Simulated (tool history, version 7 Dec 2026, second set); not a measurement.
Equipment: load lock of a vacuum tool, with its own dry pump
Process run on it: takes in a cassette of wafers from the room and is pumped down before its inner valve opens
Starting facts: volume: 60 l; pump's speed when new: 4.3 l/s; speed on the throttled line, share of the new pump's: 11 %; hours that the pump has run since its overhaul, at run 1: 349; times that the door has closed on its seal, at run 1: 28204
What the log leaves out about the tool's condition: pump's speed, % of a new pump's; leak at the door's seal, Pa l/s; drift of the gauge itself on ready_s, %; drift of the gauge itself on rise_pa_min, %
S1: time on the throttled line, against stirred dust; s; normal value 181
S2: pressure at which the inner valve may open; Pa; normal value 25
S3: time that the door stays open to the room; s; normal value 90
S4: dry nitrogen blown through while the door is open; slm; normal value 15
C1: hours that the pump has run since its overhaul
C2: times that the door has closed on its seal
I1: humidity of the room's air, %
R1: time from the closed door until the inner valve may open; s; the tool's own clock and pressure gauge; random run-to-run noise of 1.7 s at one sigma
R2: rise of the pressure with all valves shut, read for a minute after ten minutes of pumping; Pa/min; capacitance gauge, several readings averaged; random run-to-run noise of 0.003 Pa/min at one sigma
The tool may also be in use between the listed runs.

{"run": 1, "hour": 0.0, "S1": 181, "S2": 25, "S3": 90, "S4": 15, "C1": 349, "C2": 28204, "I1": 45.4, "R1": 277.3, "R2": 0.231}
{"hour": 45.5, "done": "door's seal changed, seat wiped"}
{"run": 2, "hour": 336.8, "S1": 181, "S2": 25, "S3": 90, "S4": 15, "C1": 684, "C2": 1159, "I1": 46.6, "R1": 277.5, "R2": 0.035}
{"run": 3, "hour": 590.6, "S1": 181, "S2": 25, "S3": 90, "S4": 15, "C1": 938, "C2": 2170, "I1": 44.7, "R1": 279.1, "R2": 0.035}
{"run": 4, "hour": 856.5, "S1": 181, "S2": 25, "S3": 90, "S4": 15, "C1": 1204, "C2": 3228, "I1": 44.5, "R1": 279.4, "R2": 0.034}
{"run": 5, "hour": 1102.9, "S1": 181, "S2": 25, "S3": 90, "S4": 15, "C1": 1450, "C2": 4209, "I1": 45.9, "R1": 278.7, "R2": 0.044}
{"run": 6, "hour": 1444.4, "S1": 181, "S2": 25, "S3": 90, "S4": 15, "C1": 1792, "C2": 5569, "I1": 45.8, "R1": 280.6, "R2": 0.049}
{"run": 7, "hour": 1791.9, "S1": 181, "S2": 25, "S3": 90, "S4": 20, "C1": 2139, "C2": 6952, "I1": 44.2, "R1": 281.0, "R2": 0.05}
{"run": 8, "hour": 1951.8, "S1": 181, "S2": 25, "S3": 90, "S4": 20, "C1": 2299, "C2": 7589, "I1": 45.6, "R1": 282.1, "R2": 0.052}
{"run": 9, "hour": 2186.8, "S1": 181, "S2": 25, "S3": 160, "S4": 20, "C1": 2534, "C2": 8525, "I1": 42.8, "R1": 277.7, "R2": 0.07}
{"run": 10, "hour": 2409.8, "S1": 181, "S2": 25, "S3": 160, "S4": 20, "C1": 2757, "C2": 9412, "I1": 44.0, "R1": 280.8, "R2": 0.073}
{"run": 11, "hour": 2685.4, "S1": 181, "S2": 25, "S3": 160, "S4": 20, "C1": 3033, "C2": 10510, "I1": 46.0, "R1": 286.1, "R2": 0.079}
{"run": 12, "hour": 2868.3, "S1": 181, "S2": 25, "S3": 90, "S4": 15, "C1": 3215, "C2": 11237, "I1": 47.2, "R1": 285.0, "R2": 0.082}
{"run": 13, "hour": 3134.0, "S1": 181, "S2": 25, "S3": 90, "S4": 15, "C1": 3481, "C2": 12295, "I1": 48.0, "R1": 284.5, "R2": 0.098}
{"run": 14, "hour": 3345.9, "S1": 181, "S2": 25, "S3": 132, "S4": 15, "C1": 3693, "C2": 13139, "I1": 45.4, "R1": 284.3, "R2": 0.101}
{"run": 15, "hour": 3702.8, "S1": 154, "S2": 25, "S3": 132, "S4": 15, "C1": 4050, "C2": 14560, "I1": 44.7, "R1": 257.8, "R2": 0.108}
{"run": 16, "hour": 4002.8, "S1": 154, "S2": 25, "S3": 132, "S4": 15, "C1": 4350, "C2": 15754, "I1": 44.2, "R1": 259.8, "R2": 0.12}
{"run": 17, "hour": 4228.7, "S1": 339, "S2": 25, "S3": 193, "S4": 12, "C1": 4576, "C2": 16654, "I1": 43.2, "R1": 426.8, "R2": 0.144}
{"run": 18, "hour": 4442.0, "S1": 191, "S2": 30, "S3": 37, "S4": 23, "C1": 4789, "C2": 17503, "I1": 43.0, "R1": 292.3, "R2": 0.114}
{"run": 19, "hour": 4767.0, "S1": 165, "S2": 38, "S3": 90, "S4": 15, "C1": 5114, "C2": 18796, "I1": 45.2, "R1": 263.3, "R2": 0.141}
{"run": 20, "hour": 4980.6, "S1": 165, "S2": 49, "S3": 90, "S4": 11, "C1": 5328, "C2": 19647, "I1": 45.8, "R1": 264.2, "R2": 0.154}
{"run": 21, "hour": 5182.9, "S1": 202, "S2": 38, "S3": 62, "S4": 28, "C1": 5530, "C2": 20452, "I1": 48.2, "R1": 296.2, "R2": 0.144}
{"run": 22, "hour": 5408.7, "S1": 202, "S2": 38, "S3": 62, "S4": 37, "C1": 5756, "C2": 21351, "I1": 44.4, "R1": 299.7, "R2": 0.147}
{"run": 23, "hour": 5761.7, "S1": 202, "S2": 35, "S3": 27, "S4": 22, "C1": 6109, "C2": 22757, "I1": 48.6, "R1": 301.9, "R2": 0.164}
{"run": 24, "hour": 5929.7, "S1": 202, "S2": 19, "S3": 27, "S4": 22, "C1": 6277, "C2": 23425, "I1": 45.6, "R1": 311.8, "R2": 0.17}
{"run": 25, "hour": 6257.1, "S1": 148, "S2": 43, "S3": 103, "S4": 19, "C1": 6604, "C2": 24729, "I1": 43.8, "R1": 252.2, "R2": 0.205}
{"run": 26, "hour": 6437.7, "S1": 91, "S2": 46, "S3": 66, "S4": 7, "C1": 6785, "C2": 25448, "I1": 45.0, "R1": 202.5, "R2": 0.22}
{"run": 27, "hour": 6713.9, "S1": 98, "S2": 18, "S3": 117, "S4": 15, "C1": 7061, "C2": 26548, "I1": 46.8, "R1": 222.6, "R2": 0.237}
{"run": 28, "hour": 6935.9, "S1": 98, "S2": 18, "S3": 117, "S4": 15, "C1": 7283, "C2": 27432, "I1": 45.0, "R1": 224.2, "R2": 0.243}
{"hour": 7172.2, "done": "door's seal changed, seat wiped"}
{"run": 29, "hour": 7238.2, "S1": 151, "S2": 30, "S3": 227, "S4": 15, "C1": 7584, "C2": 263, "I1": 43.2, "R1": 262.5, "R2": 0.057}
{"run": 30, "hour": 7485.3, "S1": 178, "S2": 25, "S3": 89, "S4": 15, "C1": 7831, "C2": 1247, "I1": 46.0, "R1": 284.3, "R2": 0.035}

Describe how what the log doesn't record of the tool's condition differs between the last listed run preceding each entry between runs and the first listed run following it.
Between runs 1 and 2: door's seal changed, seat wiped (hour 45.5)
  pump's speed, % of a new pump's: 99.2 -> 98.7; leak at the door's seal, Pa l/s: 0.207 -> 0.0041
  difference, measured minus the result without the unlogged condition, R1: +1.1 -> +1.3 s; R2: +0.203 -> +0.002 Pa/min
Between runs 28 and 29: door's seal changed, seat wiped (hour 7172.2)
  pump's speed, % of a new pump's: 87.2 -> 86.7; leak at the door's seal, Pa l/s: 0.208 -> 0.0039
  difference, measured minus the result without the unlogged condition, R1: +16.4 -> +14.8 s; R2: +0.208 -> +0.002 Pa/min
